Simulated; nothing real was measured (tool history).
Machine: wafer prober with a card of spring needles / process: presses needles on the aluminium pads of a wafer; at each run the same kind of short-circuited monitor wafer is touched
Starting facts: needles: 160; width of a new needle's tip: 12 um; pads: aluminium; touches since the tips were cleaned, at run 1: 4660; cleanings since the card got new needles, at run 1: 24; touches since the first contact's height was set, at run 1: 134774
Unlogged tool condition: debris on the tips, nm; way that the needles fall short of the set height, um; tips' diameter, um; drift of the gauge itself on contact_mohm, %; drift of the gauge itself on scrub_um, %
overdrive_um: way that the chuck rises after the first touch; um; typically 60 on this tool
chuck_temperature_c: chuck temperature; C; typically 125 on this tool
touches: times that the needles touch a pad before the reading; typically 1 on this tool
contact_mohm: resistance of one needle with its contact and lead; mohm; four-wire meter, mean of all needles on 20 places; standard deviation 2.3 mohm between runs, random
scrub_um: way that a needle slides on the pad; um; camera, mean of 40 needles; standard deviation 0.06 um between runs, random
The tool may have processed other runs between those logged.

run	hour	overdrive_um	chuck_temperature_c	touches	touches since the tips were cleaned	cleanings since the card got new needles	touches since the first contact's height was set	contact_mohm	scrub_um
1	0	60	125	1	4660	24	134774	327	15.54
# hour 3.2: tips cleaned on abrasive film
# hour 18.2: tips cleaned on abrasive film
# hour 33.7: tips cleaned on abrasive film
# hour 49.2: tips cleaned on abrasive film
2	60.2	60	81	1	4378	28	158558	309	15.39
# hour 63: tips cleaned on abrasive film
# hour 78.4: tips cleaned on abrasive film
# hour 90.8: tips cleaned on abrasive film
# hour 103.2: tips cleaned on abrasive film
# hour 118.6: tips cleaned on abrasive film
3	123.2	60	81	1	1837	33	183408	278	15.33
# hour 132.2: tips cleaned on abrasive film
# hour 147.7: tips cleaned on abrasive film
# hour 163.2: tips cleaned on abrasive film
# hour 172.7: height of the first contact set anew
4	174.4	60	125	1	4338	36	668	324	14.97
# hour 177.6: tips cleaned on abrasive film
# hour 190: tips cleaned on abrasive film
# hour 205.3: tips cleaned on abrasive film
# hour 217.7: tips cleaned on abrasive film
# hour 231.8: tips cleaned on abrasive film
5	231.8	60	125	1	0	41	23277	270	14.82
# hour 247.2: tips cleaned on abrasive film
# hour 259.6: tips cleaned on abrasive film
6	267	60	125	1	2924	43	37209	309	14.78
# hour 273.1: tips cleaned on abrasive film
# hour 288.5: tips cleaned on abrasive film
7	299.4	60	125	1	4329	45	50026	319	14.63
# hour 302.6: tips cleaned on abrasive film
# hour 317.8: tips cleaned on abrasive film
# hour 333.1: tips cleaned on abrasive film
# hour 348.2: tips cleaned on abrasive film
8	351	60	125	2	1119	49	70389	276	14.53
# hour 363.4: tips cleaned on abrasive film
# hour 375.8: tips cleaned on abrasive film
# hour 391.3: tips cleaned on abrasive film
# hour 406.4: tips cleaned on abrasive film
9	407.4	60	125	2	370	53	92630	274	14.54
# hour 419.7: tips cleaned on abrasive film
# hour 434.2: tips cleaned on abrasive film
10	434.2	60	125	1	0	55	103230	267	14.44
# hour 449.7: tips cleaned on abrasive film
# hour 462.1: tips cleaned on abrasive film
# hour 471.3: height of the first contact set anew, once more
# hour 477.2: tips cleaned on abrasive film
# hour 490.1: tips cleaned on abrasive film
11	490.1	60	125	1	0	59	7400	268	16.41
# hour 505.3: tips cleaned on abrasive film
# hour 517.7: tips cleaned on abrasive film
12	524.3	60	125	2	2636	61	20907	287	16.31
# hour 530.6: tips cleaned on abrasive film
# hour 543: tips cleaned on abrasive film
# hour 558.3: tips cleaned on abrasive film
# hour 573.8: tips cleaned on abrasive film
13	575.6	60	125	2	745	65	41170	270	16.11
# hour 588: tips cleaned on abrasive film
# hour 603.4: tips cleaned on abrasive film
14	608.3	60	125	2	1966	67	54088	279	16.04
# hour 617.1: tips cleaned on abrasive film
# hour 632.2: tips cleaned on abrasive film
15	634.9	60	65	1	1083	69	64586	272	15.99
# hour 647.3: tips cleaned on abrasive film
# hour 662.2: tips cleaned on abrasive film
# hour 674.6: tips cleaned on abrasive film
16	674.6	60	65	1	2	72	80263	249	15.85
# hour 687.4: tips cleaned on abrasive film
# hour 699.8: tips cleaned on abrasive film
17	703.4	48	87	3	1420	74	91603	271	12.57
# hour 712.5: tips cleaned on abrasive film
# hour 727.7: tips cleaned on abrasive film
# hour 740.1: tips cleaned on abrasive film
# hour 755.3: tips cleaned on abrasive film
18	763	48	46	1	3031	78	115143	313	12.4
# hour 769.2: tips cleaned on abrasive film
# hour 784.6: tips cleaned on abrasive film
19	795.9	60	62	1	4507	80	128174	307	15.6
# hour 799.1: tips cleaned on abrasive film
# hour 814: tips cleaned on abrasive film
# hour 829.2: tips cleaned on abrasive film
# hour 841.7: tips cleaned on abrasive film
# hour 857.1: tips cleaned on abrasive film
20	859.3	44	106	1	852	85	153169	295	11.06
# hour 871.6: tips cleaned on abrasive film
# hour 887: tips cleaned on abrasive film
21	887.1	44	106	1	17	87	164147	272	11.06
# hour 902.1: tips cleaned on abrasive film
# hour 916: tips cleaned on abrasive film
22	916	63	99	1	0	89	175569	259	16.07
# hour 928.4: tips cleaned on abrasive film
# hour 943.9: tips cleaned on abrasive film
# hour 959.2: tips cleaned on abrasive film
# hour 971.6: tips cleaned on abrasive film
23	975.8	63	99	1	1681	93	199184	288	15.99
# hour 985.1: tips cleaned on abrasive film
# hour 985.4: height of the first contact set anew
# hour 1000.8: tips cleaned on abrasive film
# hour 1013.3: tips cleaned on abrasive film
24	1015.6	63	99	1	945	96	11935	271	17.01
# hour 1027.7: tips cleaned on abrasive film
# hour 1040.1: tips cleaned on abrasive film
# hour 1055.4: tips cleaned on abrasive film
# hour 1068: tips cleaned on abrasive film
25	1068	68	69	3	0	100	32595	249	18.57
# hour 1080.4: tips cleaned on abrasive film
# hour 1095.7: tips cleaned on abrasive film
26	1107.4	68	69	2	4660	102	48203	278	18.28
# hour 1110.6: tips cleaned on abrasive film
# hour 1125.7: tips cleaned on abrasive film
# hour 1141.2: tips cleaned on abrasive film
27	1151.4	59	89	1	4047	105	65556	311	15.68
# hour 1154.3: tips cleaned on abrasive film
# hour 1166.7: tips cleaned on abrasive film
# hour 1179.1: tips cleaned on abrasive film
# hour 1191.9: tips cleaned on abrasive film
28	1191.9	59	89	1	0	109	81520	258	15.59

What if the next run were any one of these 3? Each begins from the tool's condition after run 28:
# hour 1204.3: tips cleaned on abrasive film
# hour 1219.7: tips cleaned on abrasive film
# hour 1234.5: tips cleaned on abrasive film
A	1234.5	53	55	1	0	112	98344	?	?
# hour 1204.3: tips cleaned on abrasive film
# hour 1219.7: tips cleaned on abrasive film
# hour 1234.5: tips cleaned on abrasive film
B	1234.5	60	37	1	0	112	98344	?	?
# hour 1204.3: tips cleaned on abrasive film
# hour 1219.7: tips cleaned on abrasive film
# hour 1234.5: tips cleaned on abrasive film
C	1234.5	60	125	1	0	112	98344	?	?

run	contact_mohm	scrub_um
A	254	13.92
B	245	15.78
C	263	15.7
Had the tool no hidden state, the same runs would have come out as:
run	contact_mohm	scrub_um
A	244	14.51
B	238	16.37
C	258	16.28

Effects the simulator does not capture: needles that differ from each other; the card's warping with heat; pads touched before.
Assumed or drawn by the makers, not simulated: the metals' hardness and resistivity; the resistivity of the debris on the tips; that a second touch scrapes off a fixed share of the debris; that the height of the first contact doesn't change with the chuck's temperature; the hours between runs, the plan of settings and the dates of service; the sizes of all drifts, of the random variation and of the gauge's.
